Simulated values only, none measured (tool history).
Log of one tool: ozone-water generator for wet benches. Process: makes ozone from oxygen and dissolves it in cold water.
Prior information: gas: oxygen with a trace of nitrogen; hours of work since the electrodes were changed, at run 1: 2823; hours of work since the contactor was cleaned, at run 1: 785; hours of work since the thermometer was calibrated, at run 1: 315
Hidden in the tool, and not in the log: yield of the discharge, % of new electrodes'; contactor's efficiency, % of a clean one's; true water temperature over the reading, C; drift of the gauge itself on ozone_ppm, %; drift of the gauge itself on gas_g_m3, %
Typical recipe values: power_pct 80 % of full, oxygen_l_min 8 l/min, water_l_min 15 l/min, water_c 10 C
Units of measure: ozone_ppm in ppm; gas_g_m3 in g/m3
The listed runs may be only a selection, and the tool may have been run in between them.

| run | day | power_pct | oxygen_l_min | water_l_min | water_c | hours of work since the electrodes were changed | hours of work since the contactor was cleaned | hours of work since the thermometer was calibrated | ozone_ppm | gas_g_m3 |
|---|---|---|---|---|---|---|---|---|---|---|
| 1 | 0 | 80 | 8 | 15 | 10 | 2823 | 785 | 315 | 25.9 | 165.6 |
| 2 | 5.133 | 80 | 8 | 12 | 10 | 2908 | 870 | 400 | 30.9 | 164.2 |
| 3 | 8.688 | 80 | 8 | 12 | 10 | 2967 | 929 | 459 | 30.4 | 166.3 |
| 4 | 12.671 | 50 | 8 | 12 | 10 | 3033 | 995 | 525 | 21.3 | 113.1 |
| 5 | 16.821 | 97 | 8 | 12 | 10 | 3102 | 1064 | 594 | 35.2 | 186.3 |
| 6 | 19.962 | 80 | 8 | 15 | 10 | 3154 | 1116 | 646 | 25.6 | 162.2 |
| 7 | 25.254 | 80 | 8 | 15 | 10 | 3242 | 1204 | 734 | 25.3 | 162.2 |
| 8 | 30.712 | 80 | 8 | 15 | 10 | 3332 | 1294 | 824 | 24.8 | 162.5 |
| 9 | 33.879 | 80 | 8 | 15 | 10 | 3384 | 1347 | 877 | 24.5 | 160.2 |
| 10 | 38.679 | 80 | 8 | 15 | 10 | 3464 | 1426 | 956 | 24.8 | 160.8 |
| 11 | 43.933 | 80 | 8 | 15 | 10 | 3551 | 1513 | 1043 | 24.6 | 158.9 |
| 12 | 47.079 | 80 | 8 | 15 | 10 | 3603 | 1565 | 1095 | 24.3 | 158 |
| 13 | 50.654 | 80 | 8 | 15 | 10 | 3662 | 1625 | 1155 | 24.2 | 157.4 |
| 14 | 55.608 | 80 | 9.28 | 15 | 7 | 3744 | 1707 | 1237 | 24.6 | 141.1 |
| 15 | 60.429 | 45 | 5.57 | 15 | 10 | 3824 | 1787 | 1317 | 16.8 | 129.8 |
| 16 | 63.667 | 60 | 6.21 | 15 | 6 | 3878 | 1840 | 1370 | 21.9 | 150.1 |
| 17 | 69.083 | 52 | 8.7 | 10 | 18 | 3968 | 1930 | 1460 | 19 | 107 |
| 18 | 72.921 | 52 | 8.7 | 10 | 18 | 4031 | 1994 | 1524 | 18.9 | 105.5 |
| 19 | 77.267 | 79 | 8.7 | 10 | 16 | 4103 | 2066 | 1596 | 26.5 | 143.3 |

Here are 4 independent what-if runs from the current tool condition. What would each one return?
| A | 79.846 | 43 | 8.7 | 10 | 11 | 4146 | 2108 | 1638 | ? | ? |
| B | 79.846 | 80 | 4.86 | 15 | 17 | 4146 | 2108 | 1638 | ? | ? |
| C | 79.846 | 56 | 8 | 15 | 11 | 4146 | 2108 | 1638 | ? | ? |
| D | 79.846 | 44 | 8 | 10 | 8 | 4146 | 2108 | 1638 | ? | ? |

| run | ozone_ppm | gas_g_m3 |
|---|---|---|
| A | 19.1 | 91.3 |
| B | 22.9 | 213.3 |
| C | 17.8 | 118.2 |
| D | 21.5 | 99.5 |
Take away the tool's hidden state, keep each run's random variation, and the runs would have read:
| run | ozone_ppm | gas_g_m3 |
|---|---|---|
| A | 22.5 | 104.1 |
| B | 30.2 | 271.5 |
| C | 22 | 141.3 |
| D | 25.4 | 113.9 |

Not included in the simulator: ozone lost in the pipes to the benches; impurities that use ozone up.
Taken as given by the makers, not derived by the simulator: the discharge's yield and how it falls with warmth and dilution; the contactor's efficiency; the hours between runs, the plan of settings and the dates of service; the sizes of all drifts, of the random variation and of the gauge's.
